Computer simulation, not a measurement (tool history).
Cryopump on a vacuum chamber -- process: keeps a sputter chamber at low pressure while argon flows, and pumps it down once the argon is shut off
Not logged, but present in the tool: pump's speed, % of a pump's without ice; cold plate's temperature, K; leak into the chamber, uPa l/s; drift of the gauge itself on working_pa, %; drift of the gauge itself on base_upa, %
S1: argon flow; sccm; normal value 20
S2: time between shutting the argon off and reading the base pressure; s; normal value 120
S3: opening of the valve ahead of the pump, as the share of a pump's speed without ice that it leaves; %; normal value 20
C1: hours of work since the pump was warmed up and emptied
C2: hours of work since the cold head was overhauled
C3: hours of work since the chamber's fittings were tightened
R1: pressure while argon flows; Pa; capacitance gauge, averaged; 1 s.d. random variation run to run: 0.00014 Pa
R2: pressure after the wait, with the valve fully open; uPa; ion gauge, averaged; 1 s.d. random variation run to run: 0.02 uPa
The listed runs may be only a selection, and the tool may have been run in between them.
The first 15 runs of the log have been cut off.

run   hour  S1   S2  S3   C1   C2    C3      R1    R2
 16  158.4  20  120  35  193  193   933  0.0407  1.37
 17  175.8  20  120  35  205  205   945  0.0404  1.38
 18  188.8  20   43  35  214  214   954  0.0404  1.65
 19  198.9  39  102  27  221  221   960  0.1023  1.46
 20  212.0  25  102  22  229  229   969  0.0802  1.48
 21  220.6  25  102  22  235  235   975  0.0804  1.45
 22  236.5  19   81  32  246  246   986  0.0423  1.51
 23  245.9  20  120  21  252  252   992  0.0671  1.52
 24  253.2  20  120  37  257  257   997  0.0386  1.44
 25  268.3  14   33  19  267  267  1007  0.0523  1.80
 26  285.1   9  186  23  279  279  1018  0.0275  1.48
 27  296.2   9  186  23  286  286  1026  0.0279  1.46
 28  304.7   9  186  23  292  292  1031  0.0276  1.47
     307.5  -- leaking fittings of the chamber tightened, without venting
 29  317.0   9  186  23  299  299     6  0.0278  0.25
 30  328.8  10  203  18  307  307    14  0.0393  0.22
 31  345.2  15   32  16  318  318    25  0.0665  0.63
 32  358.9  17  120  33  327  327    34  0.0369  0.32
 33  366.0  39   60  16  332  332    39  0.1719  0.42

What if the next run were any one of these 4? Each begins from the tool's condition after run 33:
  A  380.3  25   60  16  341  341  49   ?   ?
  B  380.3  12   38  16  341  341  49   ?   ?
  C  380.3  33  151  29  341  341  49   ?   ?
  D  380.3   9   60  16  341  341  49   ?   ?

run      R1    R2
  A  0.1104  0.46
  B  0.0532  0.57
  C  0.0812  0.26
  D  0.0399  0.48
Without the tool's hidden state the same runs would have given:
run      R1    R2
  A  0.1095  0.39
  B  0.0527  0.50
  C  0.0800  0.19
  D  0.0395  0.41
